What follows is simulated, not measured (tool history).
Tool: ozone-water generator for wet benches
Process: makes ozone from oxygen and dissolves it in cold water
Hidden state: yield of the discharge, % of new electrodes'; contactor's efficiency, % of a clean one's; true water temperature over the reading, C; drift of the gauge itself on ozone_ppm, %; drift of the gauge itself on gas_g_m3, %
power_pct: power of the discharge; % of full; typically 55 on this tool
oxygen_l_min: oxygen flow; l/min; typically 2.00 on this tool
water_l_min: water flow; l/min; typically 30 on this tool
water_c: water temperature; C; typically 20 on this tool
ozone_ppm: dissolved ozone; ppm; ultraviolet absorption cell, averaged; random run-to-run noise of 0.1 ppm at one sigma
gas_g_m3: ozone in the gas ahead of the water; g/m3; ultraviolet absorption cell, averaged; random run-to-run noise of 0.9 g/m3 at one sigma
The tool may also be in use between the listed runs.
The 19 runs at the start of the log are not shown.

run    hour  power_pct  oxygen_l_min  water_l_min  water_c  hours of work since the electrodes were changed  hours of work since the contactor was cleaned  hours of work since the thermometer was calibrated  ozone_ppm  gas_g_m3
 20  1775.7         66          3.07           19       12                                             2643                                           2400                                                2033       10.1     120.1
 21  1883.4         66          3.07           19       12                                             2717                                           2474                                                2107        9.9     118.7
 22  2013.3         55          2.00           30       13                                             2807                                           2564                                                2197        5.0     136.3
 23  2088.3         55          3.16           30       25                                             2858                                           2616                                                2249        4.8     104.4
 24  2178.3         55          3.16           30       25                                             2920                                           2678                                                2311        5.0     105.7
 25  2286.8         55          3.16           30       25                                             2995                                           2752                                                2385        4.9     103.4
 26  2407.4         55          3.16           30       25                                             3078                                           2836                                                2469        5.0     104.5
 27  2520.2         55          3.16           30       25                                             3156                                           2913                                                2546        5.0     104.5
 28  2610.8         55          3.16           30       25                                             3218                                           2976                                                2609        5.1     103.7
 29  2703.4         55          1.15           19       25                                             3282                                           3040                                                2673        6.5     184.2
 30  2777.9         91          1.96           34       20                                             3334                                           3091                                                2724        5.4     182.5
     2792.9  -- contactor cleaned
 31  2912.2         93          1.23           23       16                                             3423                                             82                                                2814        8.0     242.1
 32  3010.0         67          2.51           30       20                                             3491                                            150                                                2881        5.5     132.6
 33  3090.8         55          2.49           23       20                                             3547                                            205                                                2937        6.7     116.8
 34  3154.8         44          1.76           30       13                                             3591                                            250                                                2981        4.0     125.6

Here are 3 independent what-if runs from the current tool condition. What would each one return?
  A  3285.9         44          1.76           30       23                                             3681                                            340                                                3071          ?         ?
  B  3285.9         55          2.00           19       20                                             3681                                            340                                                3071          ?         ?
  C  3285.9         52          1.76           30       13                                             3681                                            340                                                3071          ?         ?

run  ozone_ppm  gas_g_m3
  A        4.0     127.0
  B        7.8     133.2
  C        4.7     139.4
Stripped of hidden state, with their random variation kept, the same runs would have yielded:
run  ozone_ppm  gas_g_m3
  A        4.4     140.5
  B        8.8     150.5
  C        5.3     156.6
